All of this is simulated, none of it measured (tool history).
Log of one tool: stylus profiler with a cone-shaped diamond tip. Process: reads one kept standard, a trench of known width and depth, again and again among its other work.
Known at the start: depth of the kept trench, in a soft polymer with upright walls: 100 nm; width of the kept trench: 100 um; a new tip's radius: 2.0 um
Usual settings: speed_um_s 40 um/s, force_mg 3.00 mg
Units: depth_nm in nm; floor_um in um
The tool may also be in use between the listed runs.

run,day,speed_um_s,force_mg,depth_nm,floor_um
1,0.000,40,3.00,101.47,98.60
2,4.462,37,3.00,101.31,98.63
# day 6.704: height scale calibrated on a step standard
3,6.921,37,3.00,101.49,98.66
4,11.583,37,3.00,101.47,98.67
5,15.725,40,3.00,101.46,98.59
6,20.275,40,3.00,101.50,98.62
7,24.804,40,3.00,101.50,98.65
8,29.375,40,3.00,101.47,98.63
9,34.042,31,4.64,101.95,98.64
10,36.683,31,4.64,102.08,98.64
11,39.483,42,3.00,101.42,98.64

Run 12 comes next. What will it give?
12,41.517,18,5.01,?,?

depth_nm: 101.99 nm
floor_um: 98.68 um
Without the tool's hidden state the same run would have given depth_nm 101.99 nm, floor_um 98.69 um.

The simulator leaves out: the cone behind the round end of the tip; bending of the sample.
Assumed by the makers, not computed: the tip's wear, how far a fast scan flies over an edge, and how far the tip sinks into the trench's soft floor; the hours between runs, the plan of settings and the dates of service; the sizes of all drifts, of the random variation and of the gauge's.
